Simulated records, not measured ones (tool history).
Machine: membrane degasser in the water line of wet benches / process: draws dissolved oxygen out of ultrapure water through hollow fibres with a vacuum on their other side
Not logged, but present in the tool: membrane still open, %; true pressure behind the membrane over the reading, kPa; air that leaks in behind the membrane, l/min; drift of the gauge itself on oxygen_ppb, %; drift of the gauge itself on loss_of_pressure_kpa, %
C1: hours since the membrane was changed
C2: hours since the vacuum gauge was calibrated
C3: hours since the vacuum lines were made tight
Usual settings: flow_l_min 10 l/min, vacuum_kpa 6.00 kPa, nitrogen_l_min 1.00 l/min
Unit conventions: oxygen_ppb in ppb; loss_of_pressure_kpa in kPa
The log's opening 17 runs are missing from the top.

{"run": 18, "hour": 3342.8, "flow_l_min": 10, "vacuum_kpa": 6.0, "nitrogen_l_min": 1.0, "C1": 10564, "C2": 1616, "C3": 3528, "oxygen_ppb": 117.4, "loss_of_pressure_kpa": 60.05}
{"run": 19, "hour": 3567.1, "flow_l_min": 9, "vacuum_kpa": 5.39, "nitrogen_l_min": 1.79, "C1": 10788, "C2": 1840, "C3": 3753, "oxygen_ppb": 67.6, "loss_of_pressure_kpa": 54.77}
{"hour": 3620.2, "done": "gauge calibrated"}
{"run": 20, "hour": 3791.4, "flow_l_min": 7, "vacuum_kpa": 10.5, "nitrogen_l_min": 1.0, "C1": 11012, "C2": 2064, "C3": 3977, "oxygen_ppb": 143.2, "loss_of_pressure_kpa": 41.27}
{"run": 21, "hour": 3938.3, "flow_l_min": 7, "vacuum_kpa": 3.69, "nitrogen_l_min": 1.26, "C1": 11159, "C2": 2211, "C3": 4124, "oxygen_ppb": 27.1, "loss_of_pressure_kpa": 41.35}
{"run": 22, "hour": 4206.3, "flow_l_min": 7, "vacuum_kpa": 10.66, "nitrogen_l_min": 1.26, "C1": 11427, "C2": 2479, "C3": 4392, "oxygen_ppb": 119.0, "loss_of_pressure_kpa": 41.7}
{"run": 23, "hour": 4362.6, "flow_l_min": 13, "vacuum_kpa": 9.11, "nitrogen_l_min": 2.53, "C1": 11584, "C2": 2635, "C3": 4548, "oxygen_ppb": 163.1, "loss_of_pressure_kpa": 77.75}
{"run": 24, "hour": 4587.8, "flow_l_min": 13, "vacuum_kpa": 9.11, "nitrogen_l_min": 2.53, "C1": 11809, "C2": 2861, "C3": 4773, "oxygen_ppb": 163.6, "loss_of_pressure_kpa": 76.86}
{"run": 25, "hour": 4713.3, "flow_l_min": 11, "vacuum_kpa": 8.26, "nitrogen_l_min": 1.15, "C1": 11934, "C2": 2986, "C3": 4899, "oxygen_ppb": 175.3, "loss_of_pressure_kpa": 65.48}
{"run": 26, "hour": 4983.0, "flow_l_min": 10, "vacuum_kpa": 5.3, "nitrogen_l_min": 2.88, "C1": 12204, "C2": 3256, "C3": 5169, "oxygen_ppb": 69.8, "loss_of_pressure_kpa": 59.88}
{"run": 27, "hour": 5159.2, "flow_l_min": 10, "vacuum_kpa": 14.87, "nitrogen_l_min": 1.09, "C1": 12380, "C2": 3432, "C3": 5345, "oxygen_ppb": 300.2, "loss_of_pressure_kpa": 59.84}
{"run": 28, "hour": 5312.8, "flow_l_min": 7, "vacuum_kpa": 10.24, "nitrogen_l_min": 0.41, "C1": 12534, "C2": 3586, "C3": 5498, "oxygen_ppb": 286.3, "loss_of_pressure_kpa": 41.86}
{"hour": 5489.6, "done": "vacuum gauge calibrated"}
{"run": 29, "hour": 5493.5, "flow_l_min": 9, "vacuum_kpa": 10.24, "nitrogen_l_min": 2.14, "C1": 12714, "C2": 4, "C3": 5679, "oxygen_ppb": 111.6, "loss_of_pressure_kpa": 53.44}
{"run": 30, "hour": 5654.3, "flow_l_min": 14, "vacuum_kpa": 6.0, "nitrogen_l_min": 0.58, "C1": 12875, "C2": 165, "C3": 5839, "oxygen_ppb": 245.5, "loss_of_pressure_kpa": 84.45}
{"run": 31, "hour": 5884.2, "flow_l_min": 10, "vacuum_kpa": 6.88, "nitrogen_l_min": 0.74, "C1": 13105, "C2": 395, "C3": 6069, "oxygen_ppb": 166.0, "loss_of_pressure_kpa": 59.5}

Branching from run 31: 3 alternative next runs. What would each branch give?
{"run": "A", "hour": 6107.2, "flow_l_min": 10, "vacuum_kpa": 14.46, "nitrogen_l_min": 0.74, "C1": 13328, "C2": 618, "C3": 6292, "oxygen_ppb": "?", "loss_of_pressure_kpa": "?"}
{"run": "B", "hour": 6107.2, "flow_l_min": 15, "vacuum_kpa": 4.63, "nitrogen_l_min": 1.0, "C1": 13328, "C2": 618, "C3": 6292, "oxygen_ppb": "?", "loss_of_pressure_kpa": "?"}
{"run": "C", "hour": 6107.2, "flow_l_min": 6, "vacuum_kpa": 5.47, "nitrogen_l_min": 0.59, "C1": 13328, "C2": 618, "C3": 6292, "oxygen_ppb": "?", "loss_of_pressure_kpa": "?"}

run=A oxygen_ppb=387.6 loss_of_pressure_kpa=59.96
run=B oxygen_ppb=171.4 loss_of_pressure_kpa=89.69
run=C oxygen_ppb=68.7 loss_of_pressure_kpa=35.95
Without the tool's hidden state the same runs would have given:
run=A oxygen_ppb=387.4 loss_of_pressure_kpa=58.93
run=B oxygen_ppb=171.1 loss_of_pressure_kpa=88.15
run=C oxygen_ppb=68.6 loss_of_pressure_kpa=35.34
